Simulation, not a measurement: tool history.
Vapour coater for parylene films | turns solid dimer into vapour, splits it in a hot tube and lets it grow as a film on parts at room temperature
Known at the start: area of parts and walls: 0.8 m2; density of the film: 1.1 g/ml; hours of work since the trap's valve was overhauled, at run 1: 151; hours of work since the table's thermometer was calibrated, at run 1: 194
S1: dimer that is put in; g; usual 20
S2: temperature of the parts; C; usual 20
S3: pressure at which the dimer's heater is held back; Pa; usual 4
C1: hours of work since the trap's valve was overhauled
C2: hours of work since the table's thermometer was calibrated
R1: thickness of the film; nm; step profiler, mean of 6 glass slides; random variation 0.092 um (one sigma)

| run | hour | S1 | S2 | S3 | C1 | C2 | R1 |
|---|---|---|---|---|---|---|---|
| 1 | 0 | 20 | 20 | 4 | 151 | 194 | 10460 |
| 2 | 15.4 | 20 | 20 | 4 | 157 | 201 | 10560 |
| 3 | 40.1 | 9 | 20 | 4 | 168 | 211 | 4770 |
| 4 | 53.7 | 9 | 20 | 4.24 | 173 | 217 | 4740 |
| 5 | 71.7 | 9 | 20 | 4.24 | 181 | 225 | 4640 |
| 6 | 96.6 | 20 | 20 | 3.61 | 192 | 235 | 10560 |
| 7 | 120.3 | 20 | 20 | 2.98 | 202 | 245 | 10940 |
| 8 | 144.8 | 20 | 20 | 2.98 | 212 | 256 | 11070 |
| 9 | 164.5 | 20 | 20 | 4 | 220 | 264 | 10350 |
| 10 | 185.9 | 20 | 20 | 4 | 229 | 273 | 10440 |
| 11 | 206.8 | 12 | 20 | 9.58 | 238 | 282 | 5430 |
| 12 | 222.2 | 18 | 20 | 4 | 245 | 288 | 9090 |
| 13 | 245.9 | 18 | 23 | 10.34 | 255 | 298 | 7200 |
|  | 252.1 | trap's valve overhauled |
| 14 | 261.6 | 8 | 20 | 3.41 | 4 | 303 | 4680 |
| 15 | 282.1 | 8 | 20 | 2.38 | 13 | 312 | 4910 |
| 16 | 300.9 | 8 | 20 | 2.38 | 21 | 320 | 4950 |
| 17 | 311.3 | 8 | 20 | 2.38 | 25 | 325 | 4970 |
| 18 | 324.5 | 8 | 20 | 2.38 | 31 | 330 | 4990 |
| 19 | 342.7 | 8 | 13 | 2.38 | 38 | 338 | 6200 |

Forecast each of these 3 alternatives for the next run:
| A | 366.1 | 8 | 26 | 3.1 | 48 | 348 | ? |
| B | 366.1 | 20 | 20 | 7.88 | 48 | 348 | ? |
| C | 366.1 | 8 | 19 | 11.6 | 48 | 348 | ? |

| run | R1 |
|---|---|
| A | 3890 |
| B | 10070 |
| C | 3930 |
Without the tool's hidden state the same runs would have given:
| run | R1 |
|---|---|
| A | 3930 |
| B | 10190 |
| C | 3980 |
